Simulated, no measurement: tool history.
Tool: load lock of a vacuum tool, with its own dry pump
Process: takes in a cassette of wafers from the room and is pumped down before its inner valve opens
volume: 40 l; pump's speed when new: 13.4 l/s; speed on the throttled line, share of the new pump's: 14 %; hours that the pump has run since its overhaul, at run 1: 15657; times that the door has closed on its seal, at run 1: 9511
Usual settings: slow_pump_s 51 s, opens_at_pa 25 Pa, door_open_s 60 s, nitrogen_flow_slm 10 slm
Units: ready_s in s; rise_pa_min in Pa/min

run    hour  slow_pump_s  opens_at_pa  door_open_s  nitrogen_flow_slm  hours that the pump has run since its overhaul  times that the door has closed on its seal  incoming humidity of the room's air, %  ready_s  rise_pa_min
  1       0           51           25           60                 10                                           15657                                        9511                                      46     70.3        0.117
  2   518.1           51           25           60                 10                                           16175                                       10827                                    45.8     71.7        0.147
  3  1020.9           51           25           60                 10                                           16678                                       12105                                    46.4     72.5        0.175
  4  1357.2           51           25           60                 10                                           17014                                       12959                                    45.8     73.2        0.189
  5  1845.5           51           25           60                 28                                           17503                                       14200                                    42.8     72.6        0.213
     2230.1  -- dry pump taken out, an overhauled one fitted
  6  2242.8           51           25           60                 28                                              13                                       15194                                    42.8     70.2        0.227
  7    2615           51           25           60                 12                                             385                                       16140                                    44.8     68.5        0.257
  8  3031.2           51           25           60                 31                                             801                                       17197                                    42.5     69.6        0.287
  9  3471.4           51           25           60                 18                                            1241                                       18316                                    46.8     69.1        0.318
 10  3855.6           51           25           60                 18                                            1626                                       19292                                      45     69.5         0.34
 11  4283.4           51           25           47                 18                                            2053                                       20379                                    43.6     69.5         0.38
 12  4580.8           51           25           47                 18                                            2351                                       21135                                    44.1     69.7        0.401
 13  4892.2           51           24           76                  9                                            2662                                       21926                                    45.8     68.7        0.435
 14  5429.3           51           24           76                  9                                            3199                                       23291                                    46.2     70.3        0.478
 15  5738.1           66           25           60                 10                                            3508                                       24076                                    45.5     82.5        0.507
 16  6235.1           66           33           60                 10                                            4005                                       25338                                    50.9     81.1        0.559
 17    6469           27           25           60                  7                                            4239                                       25933                                    44.9     49.8        0.579
     6540.8  -- door's seal changed, seat wiped
 18  6799.2           34           36          234                 10                                            4568                                         657                                    45.6     54.2        0.043
 19  7311.6           34           36          234                 10                                            5080                                        1959                                    47.2     54.1        0.059
 20  7883.2           34           36          234                 10                                            5652                                        3411                                      45     54.9        0.075
 21  8339.8           51           19           60                 30                                            6108                                        4571                                    46.2     71.2        0.059

Forecast each of these 3 alternatives for the next run:
  A  8686.2           51           31           60                 10                                            6455                                        5452                                    44.8        ?            ?
  B  8686.2           51           19           87                  6                                            6455                                        5452                                    43.8        ?            ?
  C  8686.2           66           25           60                 10                                            6455                                        5452                                    45.9        ?            ?

run  ready_s  rise_pa_min
  A     69.7        0.075
  B     72.2        0.083
  C     82.7        0.068
Without the tool's hidden state the same runs would have given:
run  ready_s  rise_pa_min
  A     68.5        0.021
  B     70.9        0.029
  C     81.6        0.015
